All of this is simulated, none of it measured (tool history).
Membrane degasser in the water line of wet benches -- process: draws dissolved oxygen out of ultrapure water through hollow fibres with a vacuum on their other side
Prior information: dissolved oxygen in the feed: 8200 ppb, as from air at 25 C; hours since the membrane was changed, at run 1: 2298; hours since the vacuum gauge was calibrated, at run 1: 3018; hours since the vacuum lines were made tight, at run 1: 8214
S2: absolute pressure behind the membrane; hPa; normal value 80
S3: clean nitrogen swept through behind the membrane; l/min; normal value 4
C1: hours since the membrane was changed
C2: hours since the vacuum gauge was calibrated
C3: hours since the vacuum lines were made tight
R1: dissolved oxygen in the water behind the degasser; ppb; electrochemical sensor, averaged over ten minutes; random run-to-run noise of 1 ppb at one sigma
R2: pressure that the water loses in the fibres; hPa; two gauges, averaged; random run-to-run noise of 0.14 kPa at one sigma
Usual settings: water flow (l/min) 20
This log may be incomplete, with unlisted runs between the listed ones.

run 1 hour=0 | water_flow_(l/min)=20 S2=80 S3=4 | C1=2298 C2=3018 C3=8214 | R1=112.5 R2=455.4
run 2 hour=108.8 | water_flow_(l/min)=20 S2=80 S3=6.78 | C1=2407 C2=3127 C3=8323 | R1=89.8 R2=454.4
run 3 hour=234.2 | water_flow_(l/min)=16 S2=80 S3=6.78 | C1=2532 C2=3253 C3=8448 | R1=54.9 R2=363.5
run 4 hour=384.9 | water_flow_(l/min)=16 S2=80 S3=6.78 | C1=2683 C2=3403 C3=8599 | R1=55.2 R2=363.1
run 5 hour=468.9 | water_flow_(l/min)=16 S2=80 S3=6.78 | C1=2767 C2=3487 C3=8683 | R1=54.7 R2=365
run 6 hour=606.6 | water_flow_(l/min)=16 S2=80 S3=6.78 | C1=2904 C2=3625 C3=8821 | R1=54.6 R2=365.1
run 7 hour=771.9 | water_flow_(l/min)=16 S2=80 S3=6.78 | C1=3070 C2=3790 C3=8986 | R1=54 R2=365.8
run 8 hour=935.2 | water_flow_(l/min)=16 S2=80 S3=6.78 | C1=3233 C2=3954 C3=9149 | R1=54.8 R2=365.3
run 9 hour=1092.8 | water_flow_(l/min)=16 S2=80 S3=6.78 | C1=3391 C2=4111 C3=9307 | R1=54.1 R2=364.8
run 10 hour=1247 | water_flow_(l/min)=16 S2=80 S3=4 | C1=3545 C2=4265 C3=9461 | R1=72.3 R2=363.7

Each row is a separate what-if for the run after 10, all from the same tool condition, not one after another. Results?
run A hour=1342.3 | water_flow_(l/min)=14 S2=128.8 S3=5.94 | C1=3640 C2=4361 C3=9556 | R1=? R2=?
run B hour=1342.3 | water_flow_(l/min)=20 S2=69.2 S3=2.95 | C1=3640 C2=4361 C3=9556 | R1=? R2=?
run C hour=1342.3 | water_flow_(l/min)=25 S2=90.8 S3=1.66 | C1=3640 C2=4361 C3=9556 | R1=? R2=?
run D hour=1342.3 | water_flow_(l/min)=24 S2=80 S3=2.07 | C1=3640 C2=4361 C3=9556 | R1=? R2=?

run=A R1=73.2 R2=320.3
run=B R1=114.3 R2=456.9
run=C R1=296.3 R2=571.7
run=D R1=219.6 R2=549.6
Had the tool no hidden state, the same runs would have come out as:
run=A R1=73.2 R2=318.3
run=B R1=114.2 R2=454.1
run=C R1=296.1 R2=568.2
run=D R1=219.4 R2=546.2
